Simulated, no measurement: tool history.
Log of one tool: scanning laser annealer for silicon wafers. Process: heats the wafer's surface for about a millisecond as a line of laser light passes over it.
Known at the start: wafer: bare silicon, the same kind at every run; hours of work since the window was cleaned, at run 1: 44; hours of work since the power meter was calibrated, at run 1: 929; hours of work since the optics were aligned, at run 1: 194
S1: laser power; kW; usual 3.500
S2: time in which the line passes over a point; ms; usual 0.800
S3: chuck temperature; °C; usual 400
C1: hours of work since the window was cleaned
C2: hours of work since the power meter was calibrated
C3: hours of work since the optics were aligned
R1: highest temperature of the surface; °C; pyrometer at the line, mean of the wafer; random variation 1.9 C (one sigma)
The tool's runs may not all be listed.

run 1 hour=0.0 | S1=3.500 S2=0.800 S3=400 | C1=44 C2=929 C3=194 | R1=1140
run 2 hour=72.2 | S1=3.500 S2=0.800 S3=400 | C1=81 C2=965 C3=231 | R1=1138
run 3 hour=153.3 | S1=3.500 S2=0.800 S3=400 | C1=122 C2=1007 C3=272 | R1=1138
run 4 hour=201.5 | S1=3.500 S2=0.800 S3=400 | C1=147 C2=1031 C3=297 | R1=1138
run 5 hour=250.2 | S1=3.500 S2=0.800 S3=400 | C1=172 C2=1056 C3=321 | R1=1138
run 6 hour=321.1 | S1=3.500 S2=0.800 S3=400 | C1=208 C2=1092 C3=358 | R1=1141
run 7 hour=376.9 | S1=3.500 S2=0.639 S3=400 | C1=236 C2=1121 C3=386 | R1=1064
run 8 hour=452.4 | S1=3.029 S2=0.800 S3=400 | C1=275 C2=1159 C3=424 | R1=1047
run 9 hour=501.4 | S1=3.029 S2=0.800 S3=400 | C1=300 C2=1184 C3=449 | R1=1043
run 10 hour=555.2 | S1=3.029 S2=0.800 S3=400 | C1=327 C2=1211 C3=477 | R1=1041
run 11 hour=591.1 | S1=3.029 S2=0.800 S3=400 | C1=345 C2=1230 C3=495 | R1=1046
run 12 hour=676.8 | S1=3.104 S2=0.800 S3=400 | C1=389 C2=1273 C3=539 | R1=1061
run 13 hour=762.5 | S1=3.500 S2=0.889 S3=400 | C1=433 C2=1317 C3=582 | R1=1177
run 14 hour=818.2 | S1=3.500 S2=0.889 S3=400 | C1=461 C2=1345 C3=611 | R1=1176
run 15 hour=855.0 | S1=3.500 S2=0.790 S3=400 | C1=480 C2=1364 C3=629 | R1=1135
-- hour=862.7 window over the wafer cleaned
run 16 hour=929.9 | S1=3.714 S2=0.790 S3=400 | C1=34 C2=1401 C3=666 | R1=1180
run 17 hour=980.2 | S1=3.714 S2=0.790 S3=400 | C1=60 C2=1427 C3=692 | R1=1175
run 18 hour=1054.0 | S1=3.714 S2=0.790 S3=400 | C1=97 C2=1464 C3=730 | R1=1174
run 19 hour=1132.4 | S1=3.714 S2=0.790 S3=400 | C1=137 C2=1504 C3=770 | R1=1176
run 20 hour=1179.3 | S1=3.500 S2=0.800 S3=400 | C1=161 C2=1528 C3=793 | R1=1138
run 21 hour=1223.8 | S1=3.500 S2=0.800 S3=400 | C1=184 C2=1551 C3=816 | R1=1139
run 22 hour=1309.1 | S1=3.500 S2=0.800 S3=400 | C1=227 C2=1594 C3=860 | R1=1139
run 23 hour=1366.4 | S1=3.500 S2=0.800 S3=383 | C1=256 C2=1623 C3=889 | R1=1120
run 24 hour=1402.4 | S1=3.500 S2=0.806 S3=422 | C1=275 C2=1642 C3=907 | R1=1167
run 25 hour=1450.4 | S1=3.500 S2=0.806 S3=370 | C1=299 C2=1666 C3=931 | R1=1114
run 26 hour=1489.5 | S1=3.597 S2=0.573 S3=428 | C1=319 C2=1686 C3=951 | R1=1076
run 27 hour=1554.8 | S1=3.597 S2=0.573 S3=428 | C1=352 C2=1719 C3=985 | R1=1072
run 28 hour=1623.5 | S1=3.603 S2=0.766 S3=360 | C1=387 C2=1754 C3=1020 | R1=1103
run 29 hour=1659.8 | S1=3.603 S2=0.766 S3=360 | C1=406 C2=1773 C3=1038 | R1=1103
run 30 hour=1703.5 | S1=3.603 S2=0.766 S3=360 | C1=428 C2=1795 C3=1060 | R1=1105
run 31 hour=1779.8 | S1=3.705 S2=0.837 S3=416 | C1=467 C2=1834 C3=1099 | R1=1213
-- hour=1811.6 window over the wafer cleaned
run 32 hour=1837.9 | S1=3.705 S2=0.837 S3=416 | C1=13 C2=1862 C3=1128 | R1=1212
-- hour=1884.3 optics aligned, line set to its width
run 33 hour=1898.9 | S1=3.500 S2=0.800 S3=375 | C1=42 C2=1891 C3=7 | R1=1113
run 34 hour=1975.5 | S1=3.500 S2=0.800 S3=375 | C1=81 C2=1930 C3=46 | R1=1116
run 35 hour=2023.3 | S1=3.727 S2=0.915 S3=378 | C1=105 C2=1954 C3=71 | R1=1213
run 36 hour=2065.0 | S1=3.727 S2=0.915 S3=378 | C1=126 C2=1975 C3=92 | R1=1216
run 37 hour=2123.1 | S1=3.727 S2=0.626 S3=368 | C1=156 C2=2005 C3=122 | R1=1066
run 38 hour=2159.5 | S1=3.549 S2=0.626 S3=366 | C1=175 C2=2023 C3=140 | R1=1028
run 39 hour=2234.4 | S1=3.549 S2=0.626 S3=394 | C1=213 C2=2062 C3=178 | R1=1059
run 40 hour=2307.7 | S1=3.098 S2=0.613 S3=371 | C1=250 C2=2099 C3=216 | R1=949
run 41 hour=2372.8 | S1=3.098 S2=0.965 S3=369 | C1=283 C2=2132 C3=249 | R1=1091
run 42 hour=2410.6 | S1=3.098 S2=0.965 S3=369 | C1=302 C2=2151 C3=268 | R1=1089

3 ways to go on from here, each from the tool as it stands after run 42. What would each give?
run A hour=2451.4 | S1=3.450 S2=0.800 S3=400 | C1=323 C2=2172 C3=289 | R1=?
run B hour=2451.4 | S1=3.500 S2=0.761 S3=400 | C1=323 C2=2172 C3=289 | R1=?
run C hour=2451.4 | S1=3.765 S2=0.652 S3=387 | C1=323 C2=2172 C3=289 | R1=?

run=A R1=1130
run=B R1=1120
run=C R1=1105
Without the tool's hidden state the same runs would have given:
run=A R1=1131
run=B R1=1121
run=C R1=1106

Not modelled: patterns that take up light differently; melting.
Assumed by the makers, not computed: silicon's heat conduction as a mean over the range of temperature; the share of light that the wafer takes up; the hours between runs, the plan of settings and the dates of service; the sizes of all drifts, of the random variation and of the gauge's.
